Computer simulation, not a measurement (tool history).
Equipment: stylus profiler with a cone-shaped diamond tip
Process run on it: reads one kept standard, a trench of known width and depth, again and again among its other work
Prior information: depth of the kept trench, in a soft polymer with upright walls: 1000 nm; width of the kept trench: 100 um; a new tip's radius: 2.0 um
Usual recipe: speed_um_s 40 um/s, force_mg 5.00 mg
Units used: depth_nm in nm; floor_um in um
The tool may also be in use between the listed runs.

run   hour  speed_um_s  force_mg  depth_nm  floor_um
  1    0.0          40      5.00   1017.30     96.42
  2   15.7          40      1.98   1009.43     96.26
  3   33.6          40      1.98   1009.41     96.30
  4   51.9          40      5.00   1017.10     96.34
  5   62.8          40      5.00   1017.36     96.37
  6   78.1          74      5.00   1017.35     96.19
  7   94.9          40      5.00   1017.34     96.35
  8  108.8          40      5.00   1017.24     96.36
  9  125.1          40      5.00   1017.48     96.31
 10  144.0          40      5.00   1017.53     96.25
 11  164.8          40      5.00   1017.42     96.26
 12  185.2          40      5.00   1017.25     96.26
 13  194.7          40      5.00   1017.36     96.32
 14  216.7          40      5.00   1017.60     96.25
 15  227.7         134      5.47   1018.57     95.90
 16  242.4          20     12.21   1030.88     96.37
 17  254.7          20     12.21   1031.21     96.31
 18  267.4          79     12.28   1031.20     96.20
 19  286.1          62      6.14   1020.10     96.19
 20  302.6          17      9.09   1025.86     96.38
 21  319.3          17      9.09   1025.79     96.27
 22  340.7         114      3.56   1014.14     95.79
 23  356.2          50     11.36   1029.72     96.25
 24  368.2          39      4.92   1017.55     96.19
 25  386.8          54      4.59   1016.55     96.11
 26  402.2          13      6.85   1021.60     96.31
 27  420.6          16      6.13   1020.12     96.22
 28  436.4          33      1.80   1009.51     96.05

Had the tool no unlogged condition, and each run kept its random variation, what would the results have been?
Hidden state present: radius of the tip, um; height scale over the true one, %; drift of the gauge itself on depth_nm, %; drift of the gauge itself on floor_um, %.
run  depth_nm  floor_um
  1   1016.76     96.38
  2   1008.87     96.23
  3   1008.84     96.28
  4   1016.50     96.33
  5   1016.75     96.37
  6   1016.72     96.20
  7   1016.70     96.37
  8   1016.58     96.39
  9   1016.80     96.35
 10   1016.83     96.31
 11   1016.70     96.33
 12   1016.50     96.34
 13   1016.60     96.40
 14   1016.82     96.35
 15   1017.77     96.01
 16   1030.06     96.49
 17   1030.37     96.43
 18   1030.35     96.34
 19   1019.24     96.34
 20   1024.96     96.54
 21   1024.88     96.44
 22   1013.22     95.97
 23   1028.77     96.44
 24   1016.59     96.38
 25   1015.57     96.32
 26   1020.60     96.53
 27   1019.11     96.44
 28   1008.48     96.29
